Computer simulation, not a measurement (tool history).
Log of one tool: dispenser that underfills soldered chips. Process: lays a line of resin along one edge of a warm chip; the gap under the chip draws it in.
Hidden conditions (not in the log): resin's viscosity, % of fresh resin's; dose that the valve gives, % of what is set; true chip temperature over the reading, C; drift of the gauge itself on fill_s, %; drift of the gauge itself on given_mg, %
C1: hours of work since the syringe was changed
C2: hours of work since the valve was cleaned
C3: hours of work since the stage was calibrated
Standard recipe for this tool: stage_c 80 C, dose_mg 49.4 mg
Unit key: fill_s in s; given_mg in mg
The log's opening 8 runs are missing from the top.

run 9 day=1.946 | stage_c=80 dose_mg=43.1 | C1=4 C2=10 C3=53 | fill_s=158.4 given_mg=42.73
-- day=2.038 new syringe of resin
run 10 day=2.196 | stage_c=80 dose_mg=49.4 | C1=3 C2=14 C3=57 | fill_s=139.0 given_mg=48.94
-- day=2.396 new syringe of resin
run 11 day=2.521 | stage_c=80 dose_mg=49.4 | C1=2 C2=19 C3=62 | fill_s=133.9 given_mg=48.79
-- day=2.754 new syringe of resin
run 12 day=2.825 | stage_c=80 dose_mg=49.4 | C1=1 C2=23 C3=66 | fill_s=129.7 given_mg=48.73
-- day=3.121 new syringe of resin
run 13 day=3.154 | stage_c=80 dose_mg=49.4 | C1=1 C2=28 C3=71 | fill_s=129.4 given_mg=48.48
run 14 day=3.312 | stage_c=80 dose_mg=63.2 | C1=3 C2=31 C3=74 | fill_s=142.1 given_mg=61.98
-- day=3.475 new syringe of resin
run 15 day=3.488 | stage_c=80 dose_mg=49.4 | C1=0 C2=33 C3=77 | fill_s=126.4 given_mg=48.27
run 16 day=3.629 | stage_c=80 dose_mg=49.4 | C1=2 C2=36 C3=79 | fill_s=138.6 given_mg=48.25
-- day=3.846 new syringe of resin
run 17 day=3.846 | stage_c=95 dose_mg=49.4 | C1=0 C2=39 C3=82 | fill_s=79.1 given_mg=48.18
run 18 day=3.988 | stage_c=82 dose_mg=49.4 | C1=2 C2=41 C3=84 | fill_s=129.9 given_mg=48.12
-- day=4.192 new syringe of resin
run 19 day=4.192 | stage_c=69 dose_mg=54.4 | C1=0 C2=44 C3=87 | fill_s=175.5 given_mg=52.91
run 20 day=4.417 | stage_c=65 dose_mg=44.4 | C1=4 C2=48 C3=91 | fill_s=244.6 given_mg=43.11
-- day=4.529 dispensing valve cleaned and set on the balance
-- day=4.588 new syringe of resin
run 21 day=4.712 | stage_c=65 dose_mg=44.4 | C1=2 C2=3 C3=94 | fill_s=230.0 given_mg=44.13
-- day=4.938 new syringe of resin
run 22 day=4.954 | stage_c=77 dose_mg=59.6 | C1=0 C2=6 C3=98 | fill_s=134.7 given_mg=59.03
run 23 day=5.167 | stage_c=77 dose_mg=59.6 | C1=4 C2=10 C3=101 | fill_s=156.9 given_mg=58.99

What does the tool deliver on the next run?
-- day=5.292 new syringe of resin
run 24 day=5.492 | stage_c=77 dose_mg=59.6 | C1=3 C2=15 C3=106 | fill_s=? given_mg=?

Logged for run 24: fill_s 152.9 s, given_mg 58.88 mg.
Had the tool carried no hidden state, the very same run would have given fill_s 133.9 s, given_mg 59.66 mg.

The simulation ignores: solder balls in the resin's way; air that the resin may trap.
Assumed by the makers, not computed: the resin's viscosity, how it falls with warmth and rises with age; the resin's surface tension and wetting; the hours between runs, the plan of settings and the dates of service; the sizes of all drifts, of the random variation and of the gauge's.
